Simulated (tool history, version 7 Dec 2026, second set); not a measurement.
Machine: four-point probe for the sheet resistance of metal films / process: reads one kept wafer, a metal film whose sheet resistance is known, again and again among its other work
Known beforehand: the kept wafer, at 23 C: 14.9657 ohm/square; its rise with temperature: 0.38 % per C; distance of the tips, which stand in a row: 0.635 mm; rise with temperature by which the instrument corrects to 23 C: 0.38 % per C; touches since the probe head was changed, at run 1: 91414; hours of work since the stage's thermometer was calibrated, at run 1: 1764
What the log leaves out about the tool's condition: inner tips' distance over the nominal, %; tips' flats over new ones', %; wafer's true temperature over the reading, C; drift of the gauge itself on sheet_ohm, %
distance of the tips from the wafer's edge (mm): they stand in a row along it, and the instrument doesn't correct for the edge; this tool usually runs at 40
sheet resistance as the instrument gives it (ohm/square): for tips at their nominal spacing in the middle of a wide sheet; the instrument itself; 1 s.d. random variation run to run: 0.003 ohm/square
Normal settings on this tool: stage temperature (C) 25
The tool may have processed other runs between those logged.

run	hour	stage temperature (C)	distance of the tips from the wafer's edge (mm)	touches since the probe head was changed	hours of work since the stage's thermometer was calibrated	sheet resistance as the instrument gives it (ohm/square)
1	0	25	40	91414	1764	15.039901
2	45.6	25	40	92823	1791	15.039719
3	111.7	25	40	94862	1830	15.039583
4	159.3	25	40	96330	1858	15.036545
5	220.3	25	40	98215	1895	15.034248
6	279.6	25	40	100045	1930	15.037506
7	332	25	3	101664	1961	15.394022
8	369.4	25	3	102817	1984	15.393029
9	416.1	25	40	104258	2011	15.03965
10	474.9	25	40	106075	2046	15.040042
11	534.6	25	40	107918	2082	15.046616
12	583.9	25	40	109439	2111	15.039341
13	660.2	25	40	111794	2157	15.039145
14	711.2	25	17	113369	2187	15.051476
15	779.8	29	17	115486	2228	15.052286
16	823.6	25	40	116838	2254	15.046537
17	871	25	40	118302	2282	15.038035
18	939.5	25	9	120416	2323	15.08651
# hour 961.7: stage's thermometer calibrated
19	1009.6	25	40	122565	29	15.041603
20	1044.9	25	3	123656	50	15.392656
21	1081.8	25	3	124793	72	15.389374
22	1136.4	25	4	126479	104	15.24248
# hour 1178.6: stage's thermometer calibrated, once more
23	1199.6	25	4	128415	12	15.273647
24	1276.7	34	3	130796	58	15.42295
25	1341.2	34	3	132787	97	15.423127
26	1376.6	18	45	133879	118	15.074436

Run 27 has not been measured yet. What should we expect?
27	1454.1	25	51	136272	164	?

Run 27 measured sheet resistance as the instrument gives it (ohm/square) 15.070463.
If the tool had no hidden condition, the same run with the same run-to-run variation would have returned sheet resistance as the instrument gives it (ohm/square) 14.966658.
